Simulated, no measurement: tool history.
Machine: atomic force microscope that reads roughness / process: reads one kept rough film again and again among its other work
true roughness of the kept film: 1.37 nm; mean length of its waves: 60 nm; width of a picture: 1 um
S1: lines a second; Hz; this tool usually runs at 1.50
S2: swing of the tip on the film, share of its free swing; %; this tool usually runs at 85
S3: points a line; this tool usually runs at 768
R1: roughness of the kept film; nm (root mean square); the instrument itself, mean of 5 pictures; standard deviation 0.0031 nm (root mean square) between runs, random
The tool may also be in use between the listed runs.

Run 1, hour 0.0: usual settings. Result: R1 1.278 nm (root mean square).
Run 2, hour 28.5: usual settings. Result: R1 1.278 nm (root mean square).
Run 3, hour 49.5: usual settings but S2 56 %. Result: R1 1.337 nm (root mean square).
Run 4, hour 89.6: usual settings. Result: R1 1.274 nm (root mean square).
Run 5, hour 112.8: usual settings. Result: R1 1.269 nm (root mean square).
Run 6, hour 153.0: usual settings. Result: R1 1.276 nm (root mean square).
Run 7, hour 184.2: usual settings. Result: R1 1.279 nm (root mean square).
Run 8, hour 202.5: usual settings. Result: R1 1.279 nm (root mean square).
Run 9, hour 220.0: usual settings but S1 0.76 Hz. Result: R1 1.316 nm (root mean square).
Run 10, hour 243.6: usual settings. Result: R1 1.274 nm (root mean square).
Run 11, hour 266.5: usual settings. Result: R1 1.283 nm (root mean square).
Run 12, hour 293.6: usual settings. Result: R1 1.276 nm (root mean square).
Run 13, hour 325.2: usual settings. Result: R1 1.275 nm (root mean square).
Run 14, hour 342.6: usual settings. Result: R1 1.276 nm (root mean square).
Run 15, hour 366.5: usual settings. Result: R1 1.279 nm (root mean square).
Run 16, hour 387.9: usual settings. Result: R1 1.277 nm (root mean square).
Run 17, hour 420.9: usual settings. Result: R1 1.279 nm (root mean square).
Run 18, hour 462.1: usual settings but S2 56 %. Result: R1 1.336 nm (root mean square).
Run 19, hour 486.4: usual settings but S1 0.75 Hz, S2 79 %, S3 996. Result: R1 1.328 nm (root mean square).
Run 20, hour 511.2: usual settings but S1 3.66 Hz, S2 56 %, S3 293. Result: R1 1.318 nm (root mean square).
Run 21, hour 539.5: usual settings but S1 3.66 Hz, S2 56 %, S3 293. Result: R1 1.318 nm (root mean square).
Run 22, hour 576.2: usual settings but S1 0.78 Hz, S3 546. Result: R1 1.312 nm (root mean square).
Run 23, hour 614.7: usual settings but S1 1.20 Hz, S2 86 %, S3 436. Result: R1 1.290 nm (root mean square).
Run 24, hour 647.1: usual settings but S1 1.20 Hz, S2 86 %, S3 436. Result: R1 1.290 nm (root mean square).
Run 25, hour 686.6: usual settings but S1 1.20 Hz, S2 86 %, S3 436. Result: R1 1.285 nm (root mean square).
Run 26, hour 705.5: usual settings but S1 2.14 Hz, S2 86 %, S3 436. Result: R1 1.243 nm (root mean square).
Run 27, hour 722.8: usual settings but S1 2.76 Hz, S2 64 %, S3 436. Result: R1 1.312 nm (root mean square).
Run 28, hour 751.6: usual settings but S1 1.27 Hz, S2 68 %, S3 360. Result: R1 1.322 nm (root mean square).
Run 29, hour 774.6: usual settings but S1 3.19 Hz, S2 66 %, S3 337. Result: R1 1.293 nm (root mean square).
Run 30, hour 811.5: usual settings but S1 3.19 Hz, S2 66 %, S3 337. Result: R1 1.298 nm (root mean square).
Run 31, hour 835.9: usual settings but S2 73 %, S3 273. Result: R1 1.306 nm (root mean square).
Run 32, hour 865.5: usual settings but S2 73 %, S3 273. Result: R1 1.304 nm (root mean square).
Run 33, hour 896.8: usual settings but S2 73 %, S3 273. Result: R1 1.311 nm (root mean square).

Not shown here: 8 entries made in the log between runs. Locate each between two listed runs and compare the hidden state at the listed run before it with the hidden state at the listed run after it:
Logged between run 3 and run 4: new tip fitted (hour 52.9)
  radius of the tip, nm: 8.3 -> 7.4
Logged between run 6 and run 7: new tip fitted (hour 171.0)
  radius of the tip, nm: 8.2 -> 7.2
Logged between run 11 and run 12: new tip fitted (hour 288.2)
  radius of the tip, nm: 8.1 -> 7.1
Logged between run 16 and run 17: new tip fitted (hour 405.2)
  radius of the tip, nm: 8.1 -> 7.2
Logged between run 20 and run 21: new tip fitted (hour 523.8)
  radius of the tip, nm: 8.2 -> 7.2
Logged between run 23 and run 24: new tip fitted (hour 640.0)
  radius of the tip, nm: 8.2 -> 7.1; height scale over the true one, %: 0.02 -> 0.03
Logged between run 28 and run 29: new tip fitted (hour 756.7)
  radius of the tip, nm: 8.3 -> 7.2
Logged between run 32 and run 33: new tip fitted (hour 874.3)
  radius of the tip, nm: 8.3 -> 7.3
